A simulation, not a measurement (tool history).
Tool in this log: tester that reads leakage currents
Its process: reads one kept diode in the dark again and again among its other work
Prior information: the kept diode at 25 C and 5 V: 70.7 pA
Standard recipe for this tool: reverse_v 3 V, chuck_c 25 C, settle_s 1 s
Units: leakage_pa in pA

run   hour  reverse_v  chuck_c  settle_s  leakage_pa
  1      0          3       25         1       62.38
  2   37.3          3       25         1       62.41
  3   56.7          3       25      3.14       61.99
  4   96.3          3       25      3.14       62.26
  5  116.5          3       25      0.69       62.28
  6  152.3          3       41      0.69      193.51
  7  175.1          3       41      0.69      194.78
  8  212.4          3       41      0.69      194.79
     216.4  -- chuck's temperature calibrated
  9  235.9          3       41      0.69      198.92
 10  268.8          3       41      0.69      199.11
 11  297.5          3       25         1       64.23
 12  315.3      15.36       25         1      125.81
 13    354       2.54       25         1       60.13
 14  380.8       2.54       25         1       60.47
 15  402.7          3       25      1.09        64.6
 16  431.7       2.51       25      0.95       60.04
     462.7  -- chuck's temperature calibrated, once more
 17  469.6       5.66       29      1.82      104.39
 18  501.4       5.66       38      1.82      195.83
 19  527.5      12.53       49         1      556.49
     533.4  -- probe card cleaned and baked
 20  555.1       6.57       52      5.25       520.3
 21  577.1       6.57       33      5.25      143.28
 22  600.3       6.57       33      5.25      143.61

Some steps in leakage_pa, run to run, broken into two amounts with sign: the step expected even without the hidden condition (settings, incoming material, random variation), and the rest, left for the hidden condition together with whatever gauge scatter is not in both the measured and the hidden-condition-free result:
The hidden state here: stray current of the dirty probe card, pA a volt; current scale over the true one, %; true chuck temperature over the reading, C; drift of the gauge itself on leakage_pa, %.
Run 11 -> 12: reverse_v 3 -> 15.36. leakage_pa +61.58 pA: hidden state +9.83, all else +51.75.
Run 12 -> 13: reverse_v 15.36 -> 2.54. leakage_pa -65.68 pA: hidden state -10.22, all else -55.46.
Run 18 -> 19: reverse_v 5.66 -> 12.53, chuck_c 38 -> 49, settle_s 1.82 -> 1. leakage_pa +360.66 pA: hidden state +6.49, all else +354.17.
Run 20 -> 21: chuck_c 52 -> 33. leakage_pa -377.02 pA: hidden state -2.8, all else -374.22.

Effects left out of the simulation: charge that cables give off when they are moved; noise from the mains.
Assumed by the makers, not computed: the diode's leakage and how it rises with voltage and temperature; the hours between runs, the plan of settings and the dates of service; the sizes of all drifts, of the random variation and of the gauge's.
